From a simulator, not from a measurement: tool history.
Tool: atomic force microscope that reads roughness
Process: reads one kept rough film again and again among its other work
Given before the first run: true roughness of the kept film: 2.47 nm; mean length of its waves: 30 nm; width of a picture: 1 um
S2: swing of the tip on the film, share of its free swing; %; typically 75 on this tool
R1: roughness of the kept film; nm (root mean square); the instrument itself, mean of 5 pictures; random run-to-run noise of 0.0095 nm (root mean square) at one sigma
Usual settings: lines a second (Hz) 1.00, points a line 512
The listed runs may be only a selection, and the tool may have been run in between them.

{"run": 1, "day": 0.0, "lines a second (Hz)": 1.0, "S2": 75, "points a line": 512, "R1": 1.964}
{"run": 2, "day": 0.171, "lines a second (Hz)": 1.78, "S2": 75, "points a line": 512, "R1": 1.827}
{"run": 3, "day": 0.521, "lines a second (Hz)": 1.78, "S2": 75, "points a line": 512, "R1": 1.838}
{"run": 4, "day": 0.85, "lines a second (Hz)": 1.78, "S2": 75, "points a line": 512, "R1": 1.833}
{"run": 5, "day": 1.179, "lines a second (Hz)": 1.0, "S2": 75, "points a line": 385, "R1": 1.922}
{"run": 6, "day": 1.492, "lines a second (Hz)": 1.0, "S2": 56, "points a line": 512, "R1": 2.031}
{"run": 7, "day": 1.85, "lines a second (Hz)": 0.98, "S2": 75, "points a line": 512, "R1": 1.936}
{"run": 8, "day": 2.179, "lines a second (Hz)": 1.0, "S2": 75, "points a line": 630, "R1": 1.903}
{"run": 9, "day": 2.379, "lines a second (Hz)": 1.0, "S2": 75, "points a line": 630, "R1": 1.914}
{"run": 10, "day": 2.658, "lines a second (Hz)": 1.0, "S2": 75, "points a line": 630, "R1": 1.914}
{"run": 11, "day": 2.871, "lines a second (Hz)": 1.23, "S2": 69, "points a line": 390, "R1": 1.909}
{"day": 3.079, "done": "new tip fitted"}
{"run": 12, "day": 3.2, "lines a second (Hz)": 0.61, "S2": 57, "points a line": 840, "R1": 2.256}
{"run": 13, "day": 3.5, "lines a second (Hz)": 2.67, "S2": 57, "points a line": 258, "R1": 2.114}
{"run": 14, "day": 3.662, "lines a second (Hz)": 0.68, "S2": 65, "points a line": 257, "R1": 2.202}
{"run": 15, "day": 3.933, "lines a second (Hz)": 0.68, "S2": 65, "points a line": 257, "R1": 2.192}
{"run": 16, "day": 4.108, "lines a second (Hz)": 1.0, "S2": 63, "points a line": 809, "R1": 2.213}
{"run": 17, "day": 4.267, "lines a second (Hz)": 1.0, "S2": 63, "points a line": 809, "R1": 2.198}
{"run": 18, "day": 4.538, "lines a second (Hz)": 1.0, "S2": 63, "points a line": 809, "R1": 2.189}
{"run": 19, "day": 4.7, "lines a second (Hz)": 1.0, "S2": 63, "points a line": 809, "R1": 2.183}
{"run": 20, "day": 4.875, "lines a second (Hz)": 1.56, "S2": 86, "points a line": 812, "R1": 1.845}

Results for each run, recomputed without the tool's hidden state and with each run's random variation untouched:
Hidden state present: radius of the tip, nm; height scale over the true one, %; drift of the gauge itself on roughness_nm, %.
run=1 R1=2.146
run=2 R1=2.000
run=3 R1=2.021
run=4 R1=2.022
run=5 R1=2.128
run=6 R1=2.258
run=7 R1=2.163
run=8 R1=2.133
run=9 R1=2.151
run=10 R1=2.157
run=11 R1=2.157
run=12 R1=2.268
run=13 R1=2.133
run=14 R1=2.226
run=15 R1=2.223
run=16 R1=2.249
run=17 R1=2.238
run=18 R1=2.237
run=19 R1=2.234
run=20 R1=1.892
